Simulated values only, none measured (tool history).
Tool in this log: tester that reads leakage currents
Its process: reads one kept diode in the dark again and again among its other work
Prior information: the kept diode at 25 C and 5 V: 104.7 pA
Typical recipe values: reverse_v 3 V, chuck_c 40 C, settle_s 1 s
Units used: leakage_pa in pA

{"run": 1, "hour": 0.0, "reverse_v": 3, "chuck_c": 40, "settle_s": 1, "leakage_pa": 246.31}
{"run": 2, "hour": 108.9, "reverse_v": 3, "chuck_c": 40, "settle_s": 0.47, "leakage_pa": 248.31}
{"run": 3, "hour": 241.7, "reverse_v": 3, "chuck_c": 40, "settle_s": 0.34, "leakage_pa": 246.12}
{"run": 4, "hour": 324.5, "reverse_v": 3, "chuck_c": 40, "settle_s": 0.34, "leakage_pa": 245.41}
{"run": 5, "hour": 428.9, "reverse_v": 3, "chuck_c": 40, "settle_s": 0.34, "leakage_pa": 244.45}
{"run": 6, "hour": 584.9, "reverse_v": 3, "chuck_c": 40, "settle_s": 1, "leakage_pa": 241.94}
{"run": 7, "hour": 665.2, "reverse_v": 3, "chuck_c": 40, "settle_s": 1, "leakage_pa": 242.63}
{"run": 8, "hour": 770.2, "reverse_v": 3, "chuck_c": 40, "settle_s": 8.33, "leakage_pa": 239.87}
{"run": 9, "hour": 899.9, "reverse_v": 3, "chuck_c": 40, "settle_s": 8.33, "leakage_pa": 238.56}
{"run": 10, "hour": 1050.7, "reverse_v": 3, "chuck_c": 40, "settle_s": 1, "leakage_pa": 238.18}
{"run": 11, "hour": 1185.9, "reverse_v": 3, "chuck_c": 40, "settle_s": 1, "leakage_pa": 237.28}
{"run": 12, "hour": 1282.9, "reverse_v": 3, "chuck_c": 26, "settle_s": 1, "leakage_pa": 80.81}
{"run": 13, "hour": 1422.1, "reverse_v": 2.16, "chuck_c": 52, "settle_s": 2.62, "leakage_pa": 459.87}
{"run": 14, "hour": 1498.6, "reverse_v": 10.23, "chuck_c": 43, "settle_s": 1.86, "leakage_pa": 579.97}
{"hour": 1511.0, "done": "probe card cleaned and baked"}
{"run": 15, "hour": 1600.7, "reverse_v": 6.95, "chuck_c": 54, "settle_s": 1, "leakage_pa": 1005.91}
{"run": 16, "hour": 1711.8, "reverse_v": 6.95, "chuck_c": 54, "settle_s": 1, "leakage_pa": 1003.44}
{"hour": 1760.5, "done": "probe card cleaned and baked, once more"}
{"run": 17, "hour": 1850.4, "reverse_v": 1.04, "chuck_c": 40, "settle_s": 1.86, "leakage_pa": 128.59}
{"run": 18, "hour": 2000.8, "reverse_v": 3, "chuck_c": 40, "settle_s": 2.27, "leakage_pa": 230.34}
{"run": 19, "hour": 2112.2, "reverse_v": 3, "chuck_c": 25, "settle_s": 0.86, "leakage_pa": 71.92}
{"run": 20, "hour": 2258.6, "reverse_v": 3, "chuck_c": 25, "settle_s": 0.31, "leakage_pa": 72.86}
{"run": 21, "hour": 2343.6, "reverse_v": 1.9, "chuck_c": 33, "settle_s": 9.02, "leakage_pa": 103.98}
{"run": 22, "hour": 2491.1, "reverse_v": 3.38, "chuck_c": 33, "settle_s": 9.02, "leakage_pa": 142.48}
{"run": 23, "hour": 2559.5, "reverse_v": 1.31, "chuck_c": 25, "settle_s": 1, "leakage_pa": 44.49}

What if the next run were any one of these 4? Each begins from the tool's condition after run 23:
{"hour": 2594.5, "done": "chuck's temperature calibrated"}
{"run": "A", "hour": 2699.6, "reverse_v": 1.83, "chuck_c": 29, "settle_s": 8.23, "leakage_pa": "?"}
{"hour": 2594.5, "done": "chuck's temperature calibrated"}
{"run": "B", "hour": 2699.6, "reverse_v": 4.72, "chuck_c": 27, "settle_s": 1, "leakage_pa": "?"}
{"hour": 2594.5, "done": "chuck's temperature calibrated"}
{"run": "C", "hour": 2699.6, "reverse_v": 9.53, "chuck_c": 42, "settle_s": 6.98, "leakage_pa": "?"}
{"hour": 2594.5, "done": "chuck's temperature calibrated"}
{"run": "D", "hour": 2699.6, "reverse_v": 3, "chuck_c": 55, "settle_s": 6.07, "leakage_pa": "?"}

run=A leakage_pa=83.41
run=B leakage_pa=121.92
run=C leakage_pa=562.65
run=D leakage_pa=729.84
Take away the tool's hidden state, keep each run's random variation, and the runs would have read:
run=A leakage_pa=82.35
run=B leakage_pa=120.18
run=C leakage_pa=555.87
run=D leakage_pa=722.05
